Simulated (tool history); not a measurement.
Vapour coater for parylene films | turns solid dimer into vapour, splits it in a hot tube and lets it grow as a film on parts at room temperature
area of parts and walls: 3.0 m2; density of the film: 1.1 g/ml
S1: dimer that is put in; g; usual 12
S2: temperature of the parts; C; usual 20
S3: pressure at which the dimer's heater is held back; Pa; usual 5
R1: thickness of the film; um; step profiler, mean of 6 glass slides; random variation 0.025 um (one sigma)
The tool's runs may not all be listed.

run 1 day=0 | S1=12 S2=20 S3=5 | R1=1.9
run 2 day=1.733 | S1=12 S2=20 S3=5 | R1=1.8
run 3 day=4.871 | S1=6 S2=20 S3=5 | R1=0.88
run 4 day=7.788 | S1=6 S2=20 S3=5 | R1=0.97
run 5 day=9.129 | S1=6 S2=20 S3=5 | R1=0.94
run 6 day=12.004 | S1=6 S2=20 S3=5 | R1=0.93
run 7 day=13.896 | S1=6 S2=20 S3=8.54 | R1=0.83
run 8 day=15.304 | S1=12 S2=20 S3=5 | R1=1.8
run 9 day=18.058 | S1=12 S2=20 S3=2.35 | R1=1.96
run 10 day=19.567 | S1=12 S2=20 S3=2.35 | R1=1.98
run 11 day=21.038 | S1=12 S2=20 S3=5 | R1=1.7
run 12 day=23.442 | S1=12 S2=20 S3=5 | R1=1.96
run 13 day=25.583 | S1=12 S2=20 S3=5 | R1=1.92
run 14 day=28.604 | S1=12 S2=20 S3=5 | R1=1.85
run 15 day=31.246 | S1=12 S2=20 S3=5 | R1=1.81
run 16 day=33.112 | S1=12 S2=20 S3=5 | R1=1.78
run 17 day=34.483 | S1=12 S2=20 S3=5 | R1=1.75
run 18 day=36.821 | S1=5 S2=20 S3=4.46 | R1=0.7
run 19 day=39.554 | S1=5 S2=20 S3=4.46 | R1=0.83
run 20 day=41.542 | S1=5 S2=20 S3=4.46 | R1=0.81
run 21 day=43.3 | S1=16 S2=17 S3=4.64 | R1=2.79
run 22 day=44.725 | S1=11 S2=20 S3=4.85 | R1=1.74
run 23 day=47.429 | S1=11 S2=20 S3=4.85 | R1=1.69
run 24 day=50.621 | S1=10 S2=29 S3=7.57 | R1=1.04
run 25 day=52.242 | S1=15 S2=29 S3=7.77 | R1=1.49
run 26 day=54.283 | S1=8 S2=29 S3=3.3 | R1=0.91
run 27 day=56.775 | S1=12 S2=14 S3=5 | R1=2.33
run 28 day=59.683 | S1=12 S2=14 S3=5 | R1=2.29
run 29 day=62.621 | S1=7 S2=14 S3=3.16 | R1=1.36
run 30 day=65.254 | S1=6 S2=28 S3=3.05 | R1=0.72
run 31 day=67.433 | S1=6 S2=28 S3=3.05 | R1=0.69

Not shown: 6 entries that the log had between the listed runs. Between which runs, and how does the tool's hidden state differ before and after?
Between runs 3 and 4: trap's valve overhauled (day 7.042)
  vapour lost through the trap's worn valve, %: 10.5 -> 1; true temperature of the parts over the reading, C: -0.09 -> -0.1
  measured less the result without the state, R1: -0.1 -> -0.01 um
Between runs 11 and 12: trap's valve overhauled (day 22.929)
  vapour lost through the trap's worn valve, %: 12.4 -> 0.5; true temperature of the parts over the reading, C: -0.17 -> -0.18
  measured less the result without the state, R1: -0.23 -> +0 um
Between runs 18 and 19: trap's valve overhauled (day 39.075)
  vapour lost through the trap's worn valve, %: 12 -> 0.6; true temperature of the parts over the reading, C: -0.24 -> -0.26
  measured less the result without the state, R1: -0.09 -> +0 um
Between runs 19 and 20: table's thermometer calibrated (day 39.829)
  vapour lost through the trap's worn valve, %: 0.6 -> 2.3; true temperature of the parts over the reading, C: -0.26 -> -0.33
  measured less the result without the state, R1: +0 -> -0.01 um
Between runs 23 and 24: table's thermometer calibrated, once more (day 50.121)
  vapour lost through the trap's worn valve, %: 7.5 -> 10.1; true temperature of the parts over the reading, C: -0.36 -> 0.09
  measured less the result without the state, R1: -0.11 -> -0.12 um
Between runs 26 and 27: trap's valve overhauled (day 55.233)
  vapour lost through the trap's worn valve, %: 13.2 -> 1.3; true temperature of the parts over the reading, C: 0.08 -> 0.06
  measured less the result without the state, R1: -0.13 -> -0.03 um
